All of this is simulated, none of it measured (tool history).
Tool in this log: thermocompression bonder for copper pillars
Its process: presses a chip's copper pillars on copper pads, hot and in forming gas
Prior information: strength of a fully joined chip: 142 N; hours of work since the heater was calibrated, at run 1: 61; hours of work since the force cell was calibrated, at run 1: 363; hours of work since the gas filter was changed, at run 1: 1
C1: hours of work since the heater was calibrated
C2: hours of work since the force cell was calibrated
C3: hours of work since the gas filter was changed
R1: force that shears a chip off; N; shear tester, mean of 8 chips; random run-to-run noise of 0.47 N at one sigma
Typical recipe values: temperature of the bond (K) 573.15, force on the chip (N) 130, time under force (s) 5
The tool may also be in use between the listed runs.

Run 1, hour 0: usual settings; C1 61; C2 363; C3 1. Result: R1 67.8 N.
Run 2, hour 17.5: usual settings but force on the chip (N) 112; C1 72; C2 374; C3 12. Result: R1 60.3 N.
Run 3, hour 31: usual settings; C1 80; C2 382; C3 20. Result: R1 67.6 N.
Run 4, hour 43.7: usual settings; C1 88; C2 390; C3 28. Result: R1 67 N.
Run 5, hour 55.4: usual settings but time under force (s) 6; C1 96; C2 397; C3 35. Result: R1 70.5 N.
Run 6, hour 69: usual settings but time under force (s) 6; C1 104; C2 406; C3 44. Result: R1 70.8 N.
Run 7, hour 78.7: usual settings but time under force (s) 6; C1 110; C2 412; C3 50. Result: R1 71.5 N.
Run 8, hour 89.8: usual settings but time under force (s) 6; C1 117; C2 419; C3 57. Result: R1 71 N.
Run 9, hour 105.2: usual settings but time under force (s) 6; C1 127; C2 428; C3 66. Result: R1 71.1 N.
Run 10, hour 118.5: usual settings but time under force (s) 10; C1 135; C2 436; C3 75. Result: R1 84.1 N.
Run 11, hour 135.5: usual settings but time under force (s) 10; C1 145; C2 447; C3 85. Result: R1 83.8 N.
Run 12, hour 153.3: usual settings but time under force (s) 10; C1 157; C2 458; C3 96. Result: R1 83.2 N.
Run 13, hour 168.8: usual settings but temperature of the bond (K) 548.15, force on the chip (N) 193; C1 166; C2 468; C3 106. Result: R1 68.6 N.
Run 14, hour 177.5: usual settings but temperature of the bond (K) 548.15, force on the chip (N) 193; C1 172; C2 473; C3 111. Result: R1 68.8 N.
Run 15, hour 190.5: usual settings but temperature of the bond (K) 548.15, force on the chip (N) 193; C1 180; C2 481; C3 120. Result: R1 68 N.
Run 16, hour 201.6: usual settings but temperature of the bond (K) 558.15, time under force (s) 4; C1 187; C2 488; C3 126. Result: R1 52.7 N.
At hour 204.5: heater calibrated with a thermocouple chip.
Run 17, hour 219.7: usual settings but temperature of the bond (K) 564.15, force on the chip (N) 183, time under force (s) 12; C1 9; C2 498; C3 136. Result: R1 98.7 N.
Run 18, hour 231.3: usual settings but temperature of the bond (K) 564.15, force on the chip (N) 183, time under force (s) 12; C1 17; C2 505; C3 144. Result: R1 97.4 N.
Run 19, hour 239.5: usual settings but temperature of the bond (K) 564.15, force on the chip (N) 183, time under force (s) 12; C1 22; C2 511; C3 149. Result: R1 97.6 N.
Run 20, hour 248.2: usual settings but temperature of the bond (K) 564.15, force on the chip (N) 183, time under force (s) 12; C1 27; C2 516; C3 154. Result: R1 97.5 N.
Run 21, hour 257.1: usual settings but temperature of the bond (K) 543.15, force on the chip (N) 113, time under force (s) 10; C1 33; C2 522; C3 160. Result: R1 56.7 N.
Run 22, hour 276.8: usual settings but temperature of the bond (K) 543.15, force on the chip (N) 113, time under force (s) 10; C1 45; C2 534; C3 172. Result: R1 57.4 N.
At hour 283.5: heater calibrated with a thermocouple chip, once more.
Run 23, hour 290.7: usual settings but force on the chip (N) 121; C1 4; C2 541; C3 179. Result: R1 62.3 N.

Branching from run 23: 4 alternative next runs. What would each branch give?
Run A, hour 308.9: usual settings but temperature of the bond (K) 556.15, force on the chip (N) 100, time under force (s) 14; C1 16; C2 553; C3 191. Result: R1 ?.
Run B, hour 308.9: usual settings but force on the chip (N) 140; C1 16; C2 553; C3 191. Result: R1 ?.
Run C, hour 308.9: usual settings but temperature of the bond (K) 591.15, time under force (s) 13; C1 16; C2 553; C3 191. Result: R1 ?.
Run D, hour 308.9: usual settings but force on the chip (N) 121, time under force (s) 6; C1 16; C2 553; C3 191. Result: R1 ?.

run    R1
  A  66.6
  B  68.7
  C  99.5
  D  65.7
The same runs, with their run-to-run variation unchanged, on a tool lacking any hidden condition would have given:
run     R1
  A   70.3
  B   72.5
  C  104.3
  D   69.4

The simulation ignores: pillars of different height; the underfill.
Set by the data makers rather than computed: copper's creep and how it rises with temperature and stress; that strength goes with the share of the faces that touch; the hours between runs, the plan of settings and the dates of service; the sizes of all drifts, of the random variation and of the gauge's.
